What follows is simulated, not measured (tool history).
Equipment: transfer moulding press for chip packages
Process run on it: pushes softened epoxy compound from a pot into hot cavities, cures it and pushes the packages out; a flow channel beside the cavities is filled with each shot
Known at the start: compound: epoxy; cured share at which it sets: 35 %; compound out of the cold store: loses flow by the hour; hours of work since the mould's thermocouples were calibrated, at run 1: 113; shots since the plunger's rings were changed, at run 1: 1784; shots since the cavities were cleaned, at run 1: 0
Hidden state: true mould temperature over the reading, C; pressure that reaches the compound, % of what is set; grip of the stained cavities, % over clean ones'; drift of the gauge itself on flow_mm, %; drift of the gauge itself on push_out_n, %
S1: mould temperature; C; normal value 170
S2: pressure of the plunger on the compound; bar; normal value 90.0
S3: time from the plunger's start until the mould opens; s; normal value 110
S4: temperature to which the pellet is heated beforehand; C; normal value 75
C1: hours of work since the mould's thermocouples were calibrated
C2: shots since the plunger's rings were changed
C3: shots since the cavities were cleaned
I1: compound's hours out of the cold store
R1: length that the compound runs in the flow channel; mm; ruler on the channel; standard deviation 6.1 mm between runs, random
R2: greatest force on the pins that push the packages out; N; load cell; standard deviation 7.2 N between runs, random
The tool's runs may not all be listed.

run	day	S1	S2	S3	S4	C1	C2	C3	I1	R1	R2
1	0.000	170	90.0	110	75	113	1784	0	42.4	659	302
2	0.388	170	90.0	129	75	119	1880	96	22.8	714	321
3	0.888	170	90.0	129	68	127	2002	218	18.9	719	365
4	1.575	170	90.0	129	68	137	2170	386	40.3	664	404
5	2.025	170	90.0	110	75	144	2280	496	44.8	642	493
6	2.429	170	90.0	110	75	151	2380	596	37.7	665	494
7	3.104	170	90.0	110	75	161	2545	761	31.6	687	553
# day 3.388: cavities cleaned with cleaning compound and waxed
8	3.754	170	90.0	110	77	170	2689	90	42.5	652	585
9	4.217	170	94.6	115	82	178	2803	204	39.7	671	593
10	4.617	170	94.6	115	82	184	2901	302	19.7	740	583
11	5.121	163	90.0	110	67	192	3024	425	21.1	728	946
12	5.738	163	90.0	110	67	201	3175	576	35.9	685	886
# day 5.954: cavities cleaned with cleaning compound and waxed, once more
13	6.371	175	84.0	110	67	210	3315	102	37.7	618	315
14	7.017	175	84.0	110	67	220	3473	260	41.6	612	377
15	7.638	175	84.0	97	67	230	3626	413	15.8	683	477
16	8.321	175	74.1	97	68	240	3793	580	14.5	645	507

Here are 5 independent what-if runs from the current tool condition. What would each one return?
A	8.788	173	84.5	97	68	248	3907	694	11.6	?	?
B	8.788	164	90.0	97	68	248	3907	694	44.2	?	?
C	8.788	175	74.1	139	68	248	3907	694	24.3	?	?
D	8.788	175	94.3	114	82	248	3907	694	20.7	?	?
E	8.788	168	95.5	121	75	248	3907	694	33.8	?	?

run	R1	R2
A	717	600
B	651	889
C	624	476
D	706	478
E	685	511
With the hidden condition removed and each run's random variation left untouched, the same runs would have given:
run	R1	R2
A	746	343
B	678	502
C	650	271
D	734	267
E	713	289
